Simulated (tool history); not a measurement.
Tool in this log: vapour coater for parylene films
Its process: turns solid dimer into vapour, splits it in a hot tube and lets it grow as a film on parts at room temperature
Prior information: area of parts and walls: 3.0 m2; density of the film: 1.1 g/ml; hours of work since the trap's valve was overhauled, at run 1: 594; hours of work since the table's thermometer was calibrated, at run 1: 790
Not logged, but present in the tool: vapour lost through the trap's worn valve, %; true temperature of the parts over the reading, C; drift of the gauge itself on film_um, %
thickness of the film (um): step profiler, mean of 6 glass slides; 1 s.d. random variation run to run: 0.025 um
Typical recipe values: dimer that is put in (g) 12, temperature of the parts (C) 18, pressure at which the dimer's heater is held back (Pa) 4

run     day  dimer that is put in (g)  temperature of the parts (C)  pressure at which the dimer's heater is held back (Pa)  hours of work since the trap's valve was overhauled  hours of work since the table's thermometer was calibrated  thickness of the film (um)
  1       0                        12                            18                                                       4                                                  594                                                         790                        1.62
  2   1.038                        10                            18                                                       4                                                  610                                                         806                        1.34
      2.267  -- trap's valve overhauled
  3   2.942                        10                            18                                                       4                                                   11                                                         833                        1.51
  4   3.921                        10                            17                                                       4                                                   26                                                         849                        1.58
  5   6.112                        10                            17                                                       4                                                   61                                                         883                        1.55
  6   7.304                        10                            17                                                       4                                                   79                                                         902                        1.54
  7    8.95                        12                            18                                                       4                                                  105                                                         928                        1.71
  8  11.067                        12                            23                                                       4                                                  138                                                         961                        1.41
  9  12.717                        12                            16                                                       4                                                  164                                                         987                        1.89
 10   14.85                        12                            18                                                     9.9                                                  198                                                        1021                        1.44
 11  16.058                        12                            18                                                     9.9                                                  217                                                        1040                        1.44
 12  17.358                        12                            18                                                     9.9                                                  237                                                        1060                        1.44
 13  18.388                        12                            18                                                     9.9                                                  254                                                        1077                        1.41
 14   19.85                        12                            18                                                    4.12                                                  277                                                        1100                        1.68
 15  22.108                         5                            11                                                    5.55                                                  312                                                        1135                        0.86
 16  23.138                         8                            23                                                    8.38                                                  328                                                        1151                        0.78
 17  25.429                         8                            13                                                    2.79                                                  364                                                        1187                         1.5
 18  27.175                         8                            11                                                    4.82                                                  392                                                        1215                        1.43
 19  28.958                         8                            11                                                    4.82                                                  420                                                        1243                        1.45
 20  30.796                         9                            17                                                     2.1                                                  449                                                        1272                        1.46
 21  32.312                        11                            18                                                    4.15                                                  473                                                        1296                        1.46
 22    33.3                        18                            18                                                    6.07                                                  488                                                        1311                        2.26
 23  35.375                        15                            15                                                    2.24                                                  521                                                        1344                        2.55
 24  37.079                         8                            27                                                    8.41                                                  548                                                        1371                        0.64
 25  38.404                        12                            10                                                       4                                                  569                                                        1391                        2.21
 26  40.321                        12                            10                                                       4                                                  599                                                        1422                        2.18
     42.258  -- trap's valve overhauled
 27  42.258                        17                            10                                                       4                                                    0                                                        1449                        3.44
 28  43.562                         9                            17                                                     7.6                                                   21                                                        1470                        1.21

Here are 3 independent what-if runs from the current tool condition. What would each one return?
  A  45.829                        12                            17                                                    6.92                                                   56                                                        1506                           ?
  B  45.829                        12                            18                                                       4                                                   56                                                        1506                           ?
  C  45.829                         7                            18                                                       4                                                   56                                                        1506                           ?

run  thickness of the film (um)
  A                        1.62
  B                        1.73
  C                        1.01
Had the tool no hidden state, the same runs would have come out as:
run  thickness of the film (um)
  A                         1.7
  B                        1.82
  C                        1.06
